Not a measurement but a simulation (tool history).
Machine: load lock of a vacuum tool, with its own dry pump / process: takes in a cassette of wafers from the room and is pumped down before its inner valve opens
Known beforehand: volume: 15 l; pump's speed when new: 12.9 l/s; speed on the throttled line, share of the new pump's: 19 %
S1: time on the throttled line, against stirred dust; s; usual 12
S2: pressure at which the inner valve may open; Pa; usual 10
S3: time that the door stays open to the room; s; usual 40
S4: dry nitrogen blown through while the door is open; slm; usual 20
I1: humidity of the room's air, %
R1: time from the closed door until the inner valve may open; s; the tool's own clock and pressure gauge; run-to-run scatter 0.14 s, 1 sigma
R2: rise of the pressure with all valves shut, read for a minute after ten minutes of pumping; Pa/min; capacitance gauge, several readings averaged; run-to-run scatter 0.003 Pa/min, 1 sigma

{"run": 1, "hour": 0.0, "S1": 12, "S2": 10, "S3": 40, "S4": 20, "I1": 44.9, "R1": 20.9, "R2": 0.103}
{"run": 2, "hour": 446.7, "S1": 12, "S2": 10, "S3": 40, "S4": 44, "I1": 46.5, "R1": 20.7, "R2": 0.106}
{"run": 3, "hour": 678.7, "S1": 12, "S2": 10, "S3": 40, "S4": 44, "I1": 49.5, "R1": 20.6, "R2": 0.124}
{"run": 4, "hour": 1079.0, "S1": 12, "S2": 10, "S3": 40, "S4": 44, "I1": 45.4, "R1": 20.7, "R2": 0.137}
{"run": 5, "hour": 1278.0, "S1": 12, "S2": 10, "S3": 40, "S4": 44, "I1": 43.6, "R1": 20.8, "R2": 0.146}
{"run": 6, "hour": 1559.8, "S1": 6, "S2": 10, "S3": 40, "S4": 44, "I1": 44.5, "R1": 16.1, "R2": 0.158}
{"run": 7, "hour": 1766.2, "S1": 11, "S2": 10, "S3": 40, "S4": 20, "I1": 42.1, "R1": 20.1, "R2": 0.173}
{"run": 8, "hour": 2132.8, "S1": 12, "S2": 10, "S3": 40, "S4": 20, "I1": 43.1, "R1": 20.9, "R2": 0.195}
{"run": 9, "hour": 2369.7, "S1": 12, "S2": 10, "S3": 40, "S4": 20, "I1": 45.4, "R1": 20.8, "R2": 0.203}
{"run": 10, "hour": 2764.8, "S1": 12, "S2": 10, "S3": 40, "S4": 20, "I1": 43.7, "R1": 20.8, "R2": 0.224}
{"run": 11, "hour": 3178.4, "S1": 12, "S2": 10, "S3": 40, "S4": 20, "I1": 43.8, "R1": 20.8, "R2": 0.246}
{"run": 12, "hour": 3473.4, "S1": 12, "S2": 12, "S3": 40, "S4": 20, "I1": 45.0, "R1": 20.8, "R2": 0.271}
{"run": 13, "hour": 3928.7, "S1": 12, "S2": 12, "S3": 40, "S4": 20, "I1": 46.5, "R1": 20.8, "R2": 0.297}
{"run": 14, "hour": 4267.6, "S1": 12, "S2": 10, "S3": 40, "S4": 7, "I1": 45.5, "R1": 21.2, "R2": 0.33}
{"run": 15, "hour": 4611.9, "S1": 12, "S2": 10, "S3": 40, "S4": 7, "I1": 45.1, "R1": 21.1, "R2": 0.343}
{"run": 16, "hour": 4883.5, "S1": 12, "S2": 10, "S3": 40, "S4": 7, "I1": 48.9, "R1": 21.2, "R2": 0.368}
{"run": 17, "hour": 5317.2, "S1": 12, "S2": 8, "S3": 40, "S4": 20, "I1": 43.5, "R1": 21.4, "R2": 0.387}
{"run": 18, "hour": 5576.3, "S1": 11, "S2": 10, "S3": 40, "S4": 20, "I1": 48.6, "R1": 20.3, "R2": 0.408}
{"run": 19, "hour": 6013.4, "S1": 11, "S2": 19, "S3": 27, "S4": 18, "I1": 45.1, "R1": 19.7, "R2": 0.435}
{"run": 20, "hour": 6476.0, "S1": 19, "S2": 10, "S3": 152, "S4": 20, "I1": 44.6, "R1": 26.9, "R2": 0.492}
{"run": 21, "hour": 6872.9, "S1": 12, "S2": 7, "S3": 88, "S4": 16, "I1": 43.8, "R1": 21.5, "R2": 0.527}
{"run": 22, "hour": 7155.9, "S1": 18, "S2": 12, "S3": 41, "S4": 5, "I1": 45.7, "R1": 25.6, "R2": 0.555}
{"run": 23, "hour": 7589.6, "S1": 21, "S2": 10, "S3": 40, "S4": 39, "I1": 40.6, "R1": 28.4, "R2": 0.554}

Run 24, settings as shown, results not yet in. Your forecast:
{"run": 24, "hour": 8007.1, "S1": 21, "S2": 10, "S3": 40, "S4": 39, "I1": 47.1, "R1": "?", "R2": "?"}

Run 24 produced R1 28.4 s, R2 0.604 Pa/min.
On a tool with no hidden condition, and with the same random variation, this run would have come out at R1 27.6 s, R2 0.031 Pa/min.

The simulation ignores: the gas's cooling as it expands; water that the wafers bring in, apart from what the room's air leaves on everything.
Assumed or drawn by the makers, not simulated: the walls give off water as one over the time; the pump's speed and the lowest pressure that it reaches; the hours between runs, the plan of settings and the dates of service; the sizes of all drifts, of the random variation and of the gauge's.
